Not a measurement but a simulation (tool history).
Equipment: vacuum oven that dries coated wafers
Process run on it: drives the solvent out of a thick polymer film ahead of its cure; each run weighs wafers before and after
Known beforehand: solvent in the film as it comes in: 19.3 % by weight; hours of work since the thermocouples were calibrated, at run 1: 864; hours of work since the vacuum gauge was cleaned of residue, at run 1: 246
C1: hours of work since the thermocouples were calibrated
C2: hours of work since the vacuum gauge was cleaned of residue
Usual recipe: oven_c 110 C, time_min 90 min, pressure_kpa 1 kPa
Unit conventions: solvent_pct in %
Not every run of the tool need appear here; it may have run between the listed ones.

run 1 day=0 | oven_c=110 time_min=90 pressure_kpa=1 | C1=864 C2=246 | solvent_pct=2.02
run 2 day=0.475 | oven_c=110 time_min=90 pressure_kpa=1 | C1=872 C2=254 | solvent_pct=2.02
run 3 day=0.825 | oven_c=113 time_min=90 pressure_kpa=1 | C1=878 C2=260 | solvent_pct=1.46
run 4 day=1.312 | oven_c=110 time_min=90 pressure_kpa=1 | C1=886 C2=268 | solvent_pct=2.02
run 5 day=1.804 | oven_c=110 time_min=113 pressure_kpa=1 | C1=894 C2=277 | solvent_pct=1.4
run 6 day=2.417 | oven_c=110 time_min=118 pressure_kpa=1 | C1=905 C2=287 | solvent_pct=1.32
run 7 day=2.921 | oven_c=110 time_min=118 pressure_kpa=1 | C1=913 C2=296 | solvent_pct=1.31
run 8 day=3.529 | oven_c=110 time_min=90 pressure_kpa=1 | C1=924 C2=306 | solvent_pct=2.02
run 9 day=4.042 | oven_c=110 time_min=90 pressure_kpa=1 | C1=932 C2=315 | solvent_pct=2.01
run 10 day=4.383 | oven_c=99 time_min=90 pressure_kpa=1 | C1=938 C2=321 | solvent_pct=5.43
run 11 day=4.933 | oven_c=99 time_min=90 pressure_kpa=1 | C1=947 C2=330 | solvent_pct=5.46
run 12 day=5.371 | oven_c=114 time_min=90 pressure_kpa=1 | C1=955 C2=337 | solvent_pct=1.28
run 13 day=6.121 | oven_c=110 time_min=90 pressure_kpa=1 | C1=968 C2=350 | solvent_pct=2.04
run 14 day=6.842 | oven_c=110 time_min=99 pressure_kpa=1 | C1=980 C2=362 | solvent_pct=1.74
run 15 day=7.154 | oven_c=110 time_min=99 pressure_kpa=1 | C1=985 C2=368 | solvent_pct=1.72
run 16 day=7.746 | oven_c=110 time_min=90 pressure_kpa=1 | C1=995 C2=378 | solvent_pct=2
run 17 day=8.188 | oven_c=110 time_min=90 pressure_kpa=1 | C1=1003 C2=385 | solvent_pct=1.99
run 18 day=8.5 | oven_c=110 time_min=90 pressure_kpa=1 | C1=1008 C2=390 | solvent_pct=2.02
run 19 day=9.183 | oven_c=110 time_min=90 pressure_kpa=1 | C1=1020 C2=402 | solvent_pct=2.02
run 20 day=9.854 | oven_c=117 time_min=90 pressure_kpa=1 | C1=1031 C2=413 | solvent_pct=0.91
run 21 day=10.167 | oven_c=110 time_min=127 pressure_kpa=1 | C1=1036 C2=419 | solvent_pct=1.18
run 22 day=10.808 | oven_c=110 time_min=90 pressure_kpa=1 | C1=1047 C2=430 | solvent_pct=1.99
run 23 day=11.267 | oven_c=110 time_min=146 pressure_kpa=1 | C1=1055 C2=437 | solvent_pct=0.98
run 24 day=11.567 | oven_c=110 time_min=90 pressure_kpa=0.54 | C1=1060 C2=443 | solvent_pct=1.74
run 25 day=12.121 | oven_c=105 time_min=52 pressure_kpa=0.54 | C1=1070 C2=452 | solvent_pct=5.91
run 26 day=12.683 | oven_c=99 time_min=90 pressure_kpa=0.63 | C1=1079 C2=462 | solvent_pct=5.16
run 27 day=13.429 | oven_c=102 time_min=106 pressure_kpa=0.72 | C1=1092 C2=474 | solvent_pct=3.28
run 28 day=13.833 | oven_c=120 time_min=90 pressure_kpa=1 | C1=1099 C2=481 | solvent_pct=0.67
run 29 day=14.283 | oven_c=120 time_min=90 pressure_kpa=1 | C1=1106 C2=489 | solvent_pct=0.67
run 30 day=14.667 | oven_c=120 time_min=90 pressure_kpa=1 | C1=1113 C2=495 | solvent_pct=0.7
-- day=14.771 vacuum gauge cleaned of residue and calibrated
run 31 day=15.367 | oven_c=120 time_min=90 pressure_kpa=1 | C1=1124 C2=10 | solvent_pct=0.72
run 32 day=15.775 | oven_c=120 time_min=90 pressure_kpa=1 | C1=1131 C2=17 | solvent_pct=0.74
run 33 day=16.117 | oven_c=109 time_min=77 pressure_kpa=1 | C1=1137 C2=23 | solvent_pct=2.84
run 34 day=16.829 | oven_c=114 time_min=90 pressure_kpa=1 | C1=1149 C2=35 | solvent_pct=1.33
run 35 day=17.412 | oven_c=114 time_min=108 pressure_kpa=1 | C1=1159 C2=45 | solvent_pct=1
run 36 day=17.821 | oven_c=101 time_min=141 pressure_kpa=3.13 | C1=1165 C2=52 | solvent_pct=4.34
run 37 day=18.371 | oven_c=100 time_min=84 pressure_kpa=3.25 | C1=1175 C2=61 | solvent_pct=6.93
run 38 day=18.725 | oven_c=100 time_min=84 pressure_kpa=3.25 | C1=1181 C2=67 | solvent_pct=6.9
-- day=18.896 vacuum gauge cleaned of residue and calibrated, once more
run 39 day=19.15 | oven_c=99 time_min=48 pressure_kpa=2.6 | C1=1187 C2=4 | solvent_pct=9.43
run 40 day=19.633 | oven_c=103 time_min=47 pressure_kpa=2.15 | C1=1195 C2=13 | solvent_pct=7.9
run 41 day=19.975 | oven_c=100 time_min=141 pressure_kpa=0.58 | C1=1201 C2=18 | solvent_pct=2.41
run 42 day=20.292 | oven_c=103 time_min=94 pressure_kpa=0.82 | C1=1206 C2=24 | solvent_pct=3.5
run 43 day=20.771 | oven_c=122 time_min=90 pressure_kpa=2.29 | C1=1215 C2=32 | solvent_pct=1.03

Run 44 comes next. What will it give?
run 44 day=21.417 | oven_c=106 time_min=46 pressure_kpa=3.7 | C1=1226 C2=43 | solvent_pct=?

Run 44 gave solvent_pct 7.6 %.
On a tool with no hidden condition, and with the same random variation, this run would have come out at solvent_pct 8.4 %.
